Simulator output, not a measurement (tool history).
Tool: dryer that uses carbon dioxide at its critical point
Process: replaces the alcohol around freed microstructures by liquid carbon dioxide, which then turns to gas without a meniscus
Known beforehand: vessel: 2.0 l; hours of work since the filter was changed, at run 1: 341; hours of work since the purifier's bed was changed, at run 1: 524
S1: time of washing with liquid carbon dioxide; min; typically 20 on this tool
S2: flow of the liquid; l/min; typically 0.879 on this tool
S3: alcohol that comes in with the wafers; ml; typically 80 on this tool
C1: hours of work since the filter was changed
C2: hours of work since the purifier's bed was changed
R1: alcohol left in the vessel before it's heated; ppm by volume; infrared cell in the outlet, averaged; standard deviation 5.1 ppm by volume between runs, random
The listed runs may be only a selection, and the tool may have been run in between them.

run 1 day=0 | S1=20 S2=0.879 S3=80 | C1=341 C2=524 | R1=121
run 2 day=1.138 | S1=20 S2=0.879 S3=80 | C1=350 C2=533 | R1=120
run 3 day=2.042 | S1=20 S2=0.879 S3=80 | C1=358 C2=541 | R1=114
run 4 day=3.388 | S1=20 S2=0.879 S3=80 | C1=369 C2=552 | R1=122
run 5 day=4.288 | S1=20 S2=0.879 S3=80 | C1=376 C2=559 | R1=126
-- day=5.512 inlet filter changed
run 6 day=5.542 | S1=22 S2=0.788 S3=80 | C1=0 C2=569 | R1=86
run 7 day=6.742 | S1=22 S2=0.788 S3=80 | C1=10 C2=579 | R1=93
run 8 day=8.625 | S1=25 S2=0.982 S3=80 | C1=26 C2=595 | R1=29
run 9 day=9.704 | S1=24 S2=0.604 S3=70 | C1=35 C2=604 | R1=204
run 10 day=11.338 | S1=28 S2=0.879 S3=112 | C1=48 C2=618 | R1=40

Below are 5 alternative next runs, each starting from the tool's condition after run 10. Predict each:
run A day=12.662 | S1=21 S2=0.879 S3=112 | C1=59 C2=629 | R1=?
run B day=12.662 | S1=14 S2=1.013 S3=23 | C1=59 C2=629 | R1=?
run C day=12.662 | S1=16 S2=0.879 S3=80 | C1=59 C2=629 | R1=?
run D day=12.662 | S1=22 S2=1.462 S3=73 | C1=59 C2=629 | R1=?
run E day=12.662 | S1=20 S2=0.879 S3=21 | C1=59 C2=629 | R1=?

run=A R1=85
run=B R1=81
run=C R1=238
run=D R1=23
run=E R1=46
What these runs would have given with no unlogged condition in the tool:
run=A R1=57
run=B R1=55
run=C R1=199
run=D R1=2
run=E R1=23

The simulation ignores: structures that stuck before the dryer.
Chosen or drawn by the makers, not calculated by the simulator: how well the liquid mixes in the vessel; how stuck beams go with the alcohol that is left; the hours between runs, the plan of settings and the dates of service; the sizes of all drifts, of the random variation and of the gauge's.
